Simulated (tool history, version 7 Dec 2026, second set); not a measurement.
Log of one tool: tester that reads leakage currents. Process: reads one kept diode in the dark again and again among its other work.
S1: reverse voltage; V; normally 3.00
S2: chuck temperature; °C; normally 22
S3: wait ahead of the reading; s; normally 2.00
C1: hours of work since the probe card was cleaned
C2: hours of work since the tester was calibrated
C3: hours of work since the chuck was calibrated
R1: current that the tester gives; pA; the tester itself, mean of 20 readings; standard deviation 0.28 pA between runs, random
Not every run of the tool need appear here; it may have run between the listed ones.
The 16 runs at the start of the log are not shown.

| run | day | S1 | S2 | S3 | C1 | C2 | C3 | R1 |
|---|---|---|---|---|---|---|---|---|
| 17 | 35.812 | 5.03 | 22 | 8.92 | 600 | 888 | 605 | 116.91 |
| 18 | 38.825 | 5.03 | 22 | 8.92 | 658 | 946 | 663 | 117.24 |
| 19 | 40.388 | 1.52 | 22 | 9.04 | 688 | 976 | 693 | 66.93 |
| 20 | 42.708 | 1.52 | 22 | 9.04 | 733 | 1021 | 737 | 67.39 |
| 21 | 43.975 | 1.52 | 22 | 9.04 | 757 | 1045 | 762 | 67.47 |
| 22 | 45.671 | 3.00 | 24 | 0.53 | 789 | 1078 | 794 | 113.75 |
| 23 | 47.450 | 4.64 | 56 | 6.64 | 824 | 1112 | 828 | 2325.84 |
| 24 | 49.612 | 3.00 | 56 | 2.00 | 865 | 1153 | 870 | 1880.97 |
| 25 | 50.933 | 2.52 | 22 | 2.00 | 890 | 1179 | 895 | 85.22 |
| 26 | 53.283 | 1.33 | 49 | 0.48 | 936 | 1224 | 940 | 736.79 |
| 27 | 55.258 | 1.33 | 49 | 0.48 | 973 | 1262 | 978 | 733.22 |
| 28 | 56.729 | 1.33 | 49 | 0.48 | 1002 | 1290 | 1006 | 734.88 |
| 29 | 58.646 | 3.21 | 37 | 0.65 | 1038 | 1327 | 1043 | 392.75 |
| 30 | 61.579 | 3.21 | 52 | 0.46 | 1095 | 1383 | 1099 | 1412.58 |
| 31 | 63.192 | 3.21 | 48 | 3.11 | 1126 | 1414 | 1130 | 1012.24 |

Predict each of these 4 candidate next runs independently; none follows another, all start after run 31:
|  | 64.979 | probe card cleaned and baked |
| A | 65.200 | 1.55 | 48 | 3.11 | 4 | 1450 | 1167 | ? |
|  | 64.979 | probe card cleaned and baked |
| B | 65.200 | 2.11 | 35 | 0.33 | 4 | 1450 | 1167 | ? |
|  | 64.979 | probe card cleaned and baked |
| C | 65.200 | 6.14 | 26 | 1.40 | 4 | 1450 | 1167 | ? |
|  | 64.979 | probe card cleaned and baked |
| D | 65.200 | 9.57 | 31 | 2.00 | 4 | 1450 | 1167 | ? |

| run | R1 |
|---|---|
| A | 721.20 |
| B | 271.71 |
| C | 191.52 |
| D | 374.58 |
With no hidden state in the tool, these same runs would have given:
| run | R1 |
|---|---|
| A | 721.21 |
| B | 271.71 |
| C | 191.51 |
| D | 374.58 |

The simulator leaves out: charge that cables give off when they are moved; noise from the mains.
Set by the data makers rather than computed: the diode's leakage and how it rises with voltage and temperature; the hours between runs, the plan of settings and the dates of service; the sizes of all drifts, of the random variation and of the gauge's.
